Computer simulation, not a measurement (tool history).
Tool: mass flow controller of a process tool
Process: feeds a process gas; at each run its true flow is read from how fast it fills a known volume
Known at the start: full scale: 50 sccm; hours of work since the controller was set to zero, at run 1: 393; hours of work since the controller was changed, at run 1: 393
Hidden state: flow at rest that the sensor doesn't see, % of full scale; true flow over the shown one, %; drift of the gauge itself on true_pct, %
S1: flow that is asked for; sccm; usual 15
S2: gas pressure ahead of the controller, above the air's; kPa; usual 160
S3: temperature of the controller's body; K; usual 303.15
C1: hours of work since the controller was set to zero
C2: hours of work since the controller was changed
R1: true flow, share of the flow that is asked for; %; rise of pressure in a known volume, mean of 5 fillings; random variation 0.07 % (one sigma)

run	hour	S1	S2	S3	C1	C2	R1
1	0	15	160	303.15	393	393	97.83
2	67.1	15	160	296.15	433	433	98.49
3	121.7	15	160	296.15	465	465	98.55
4	166.9	15	160	296.15	491	491	98.43
5	216.2	15	160	296.15	520	520	98.37
6	252.5	15	168	296.15	541	541	98.25
7	314	15	168	296.15	577	577	98.1
8	352.2	15	168	296.15	600	600	97.97
9	403.6	15	168	296.15	630	630	97.82
10	471.7	12	168	296.15	670	670	97.71
11	545.3	16	170	296.15	713	713	97.88
12	598.2	15	260	294.15	744	744	97.46
13	676.6	15	260	294.15	790	790	97.31
14	722.6	35	246	299.15	817	817	97.87
15	791.2	35	246	299.15	857	857	97.5
16	874.5	11	146	299.15	906	906	96.79

Forecast run 17:
17	928.4	9	194	303.15	937	937	?

{"run 17": {"R1": 95.86}}
Without the tool's hidden state the same run would have given R1 97.38 %.
